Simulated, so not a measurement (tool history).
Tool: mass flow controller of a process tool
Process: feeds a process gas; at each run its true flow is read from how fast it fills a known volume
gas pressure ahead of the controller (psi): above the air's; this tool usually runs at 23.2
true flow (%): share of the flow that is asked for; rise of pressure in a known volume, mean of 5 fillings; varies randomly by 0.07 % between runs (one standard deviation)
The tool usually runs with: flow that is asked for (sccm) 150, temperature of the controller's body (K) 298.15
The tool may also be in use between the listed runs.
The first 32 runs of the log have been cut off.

| run | hour | flow that is asked for (sccm) | gas pressure ahead of the controller (psi) | temperature of the controller's body (K) | hours of work since the controller was set to zero | hours of work since the controller was changed | true flow (%) |
|---|---|---|---|---|---|---|---|
| 33 | 3198.4 | 385 | 23.2 | 298.15 | 4831 | 4831 | 99.89 |
| 34 | 3285.7 | 150 | 23.2 | 298.15 | 4880 | 4880 | 99.22 |
| 35 | 3396.9 | 150 | 23.2 | 298.15 | 4942 | 4942 | 99.07 |
| 36 | 3486 | 182 | 24.8 | 313.15 | 4992 | 4992 | 98.64 |
| 37 | 3624.1 | 182 | 24.8 | 313.15 | 5069 | 5069 | 98.52 |
| 38 | 3711 | 88 | 25.4 | 311.15 | 5118 | 5118 | 98.36 |
| 39 | 3797.6 | 88 | 25.4 | 294.15 | 5167 | 5167 | 99.16 |
| 40 | 3906 | 88 | 39.6 | 300.15 | 5228 | 5228 | 98.49 |
| 41 | 3978.5 | 201 | 30 | 300.15 | 5268 | 5268 | 99.14 |
| 42 | 4061.7 | 316 | 21.3 | 294.15 | 5315 | 5315 | 99.85 |
| 43 | 4138.8 | 129 | 21.3 | 306.15 | 5358 | 5358 | 98.83 |
| 44 | 4208 | 77 | 21.3 | 312.15 | 5397 | 5397 | 98.36 |
| 45 | 4282.1 | 150 | 27 | 297.15 | 5439 | 5439 | 99.1 |
| 46 | 4406.4 | 98 | 23.2 | 304.15 | 5508 | 5508 | 98.78 |
| 47 | 4501.9 | 190 | 28.6 | 298.15 | 5562 | 5562 | 99.18 |
| 48 | 4581.3 | 190 | 28.6 | 298.15 | 5606 | 5606 | 99.18 |
| 49 | 4721.4 | 338 | 25.2 | 304.15 | 5685 | 5685 | 99.36 |

4 ways to go on from here, each from the tool as it stands after run 49. What would each give?
| A | 4844.5 | 342 | 31.8 | 303.15 | 5754 | 5754 | ? |
| B | 4844.5 | 150 | 23.2 | 303.15 | 5754 | 5754 | ? |
| C | 4844.5 | 51 | 25.2 | 295.15 | 5754 | 5754 | ? |
| D | 4844.5 | 51 | 25.2 | 304.15 | 5754 | 5754 | ? |

| run | true flow (%) |
|---|---|
| A | 99.23 |
| B | 98.94 |
| C | 99.14 |
| D | 98.59 |
Without the tool's hidden state the same runs would have given:
| run | true flow (%) |
|---|---|
| A | 99.22 |
| B | 98.92 |
| C | 99.1 |
| D | 98.55 |
